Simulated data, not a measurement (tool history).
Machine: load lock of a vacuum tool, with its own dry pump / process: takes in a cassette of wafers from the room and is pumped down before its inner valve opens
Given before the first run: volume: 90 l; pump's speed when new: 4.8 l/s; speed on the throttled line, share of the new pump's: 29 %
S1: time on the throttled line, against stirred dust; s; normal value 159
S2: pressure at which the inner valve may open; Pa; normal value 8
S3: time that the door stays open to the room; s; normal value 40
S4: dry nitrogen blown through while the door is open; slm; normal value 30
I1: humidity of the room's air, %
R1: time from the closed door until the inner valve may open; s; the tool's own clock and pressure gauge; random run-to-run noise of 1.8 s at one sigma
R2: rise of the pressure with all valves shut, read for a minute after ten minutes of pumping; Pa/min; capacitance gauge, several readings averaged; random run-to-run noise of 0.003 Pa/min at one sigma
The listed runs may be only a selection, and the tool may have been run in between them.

{"run": 1, "day": 0.0, "S1": 159, "S2": 8, "S3": 40, "S4": 30, "I1": 43.4, "R1": 297.3, "R2": 0.382}
{"run": 2, "day": 21.875, "S1": 102, "S2": 8, "S3": 40, "S4": 30, "I1": 46.5, "R1": 261.5, "R2": 0.469}
{"run": 3, "day": 41.492, "S1": 102, "S2": 8, "S3": 40, "S4": 30, "I1": 47.3, "R1": 263.3, "R2": 0.547}
{"day": 60.325, "done": "door's seal changed, seat wiped"}
{"run": 4, "day": 66.896, "S1": 159, "S2": 8, "S3": 40, "S4": 30, "I1": 46.1, "R1": 299.3, "R2": 0.015}
{"run": 5, "day": 83.796, "S1": 159, "S2": 8, "S3": 40, "S4": 30, "I1": 48.4, "R1": 306, "R2": 0.037}
{"run": 6, "day": 106.058, "S1": 159, "S2": 8, "S3": 40, "S4": 30, "I1": 45.7, "R1": 302.6, "R2": 0.068}
{"run": 7, "day": 117.679, "S1": 159, "S2": 8, "S3": 40, "S4": 16, "I1": 48.3, "R1": 307.6, "R2": 0.095}
{"run": 8, "day": 134.896, "S1": 159, "S2": 8, "S3": 228, "S4": 30, "I1": 42.6, "R1": 305.6, "R2": 0.134}
{"run": 9, "day": 151.25, "S1": 159, "S2": 10, "S3": 40, "S4": 30, "I1": 48.7, "R1": 299.4, "R2": 0.164}
{"run": 10, "day": 171.625, "S1": 159, "S2": 10, "S3": 40, "S4": 30, "I1": 43.6, "R1": 299.8, "R2": 0.21}
{"run": 11, "day": 198.433, "S1": 159, "S2": 10, "S3": 40, "S4": 30, "I1": 41.5, "R1": 303.6, "R2": 0.288}
{"run": 12, "day": 209.904, "S1": 159, "S2": 10, "S3": 40, "S4": 30, "I1": 41.2, "R1": 299.3, "R2": 0.325}
{"run": 13, "day": 232.125, "S1": 159, "S2": 10, "S3": 40, "S4": 30, "I1": 44.2, "R1": 304.5, "R2": 0.398}
{"run": 14, "day": 257.521, "S1": 159, "S2": 10, "S3": 40, "S4": 30, "I1": 46.3, "R1": 307.9, "R2": 0.505}
{"run": 15, "day": 275.662, "S1": 82, "S2": 10, "S3": 91, "S4": 30, "I1": 49.4, "R1": 259.1, "R2": 0.604}
{"day": 283.638, "done": "door's seal changed, seat wiped"}
{"run": 16, "day": 302.558, "S1": 82, "S2": 10, "S3": 91, "S4": 30, "I1": 45.5, "R1": 256.7, "R2": 0.03}
{"run": 17, "day": 319.088, "S1": 172, "S2": 9, "S3": 40, "S4": 13, "I1": 46.7, "R1": 320.1, "R2": 0.057}
{"run": 18, "day": 342.112, "S1": 172, "S2": 9, "S3": 40, "S4": 13, "I1": 41.7, "R1": 320.5, "R2": 0.091}
{"run": 19, "day": 364.479, "S1": 298, "S2": 9, "S3": 50, "S4": 18, "I1": 44.5, "R1": 401.5, "R2": 0.141}
{"run": 20, "day": 391.467, "S1": 298, "S2": 9, "S3": 50, "S4": 18, "I1": 47.6, "R1": 406, "R2": 0.206}
{"run": 21, "day": 414.0, "S1": 194, "S2": 14, "S3": 62, "S4": 12, "I1": 43.3, "R1": 330.8, "R2": 0.278}
{"run": 22, "day": 427.546, "S1": 194, "S2": 14, "S3": 62, "S4": 12, "I1": 44.5, "R1": 327, "R2": 0.332}
{"run": 23, "day": 445.958, "S1": 159, "S2": 14, "S3": 40, "S4": 12, "I1": 46.9, "R1": 304.8, "R2": 0.393}
{"run": 24, "day": 467.346, "S1": 287, "S2": 14, "S3": 52, "S4": 10, "I1": 46.9, "R1": 390.8, "R2": 0.463}
{"run": 25, "day": 484.054, "S1": 159, "S2": 6, "S3": 112, "S4": 6, "I1": 42.6, "R1": 334.6, "R2": 0.557}
{"day": 507.467, "done": "door's seal changed, seat wiped"}
{"run": 26, "day": 508.517, "S1": 159, "S2": 6, "S3": 112, "S4": 6, "I1": 44.2, "R1": 327.7, "R2": 0.045}
{"run": 27, "day": 534.029, "S1": 159, "S2": 6, "S3": 112, "S4": 6, "I1": 44.9, "R1": 337.6, "R2": 0.075}
{"run": 28, "day": 556.583, "S1": 159, "S2": 9, "S3": 40, "S4": 8, "I1": 43.2, "R1": 324.4, "R2": 0.096}

Branching from run 28: 3 alternative next runs. What would each branch give?
{"run": "A", "day": 583.171, "S1": 159, "S2": 9, "S3": 126, "S4": 8, "I1": 49.2, "R1": "?", "R2": "?"}
{"run": "B", "day": 583.171, "S1": 251, "S2": 9, "S3": 51, "S4": 8, "I1": 44.4, "R1": "?", "R2": "?"}
{"run": "C", "day": 583.171, "S1": 98, "S2": 9, "S3": 40, "S4": 4, "I1": 44.5, "R1": "?", "R2": "?"}

run=A R1=325.9 R2=0.166
run=B R1=386.9 R2=0.151
run=C R1=288.2 R2=0.147
Had the tool no hidden state, the same runs would have come out as:
run=A R1=286.5 R2=0.049
run=B R1=355.3 R2=0.033
run=C R1=243.4 R2=0.031
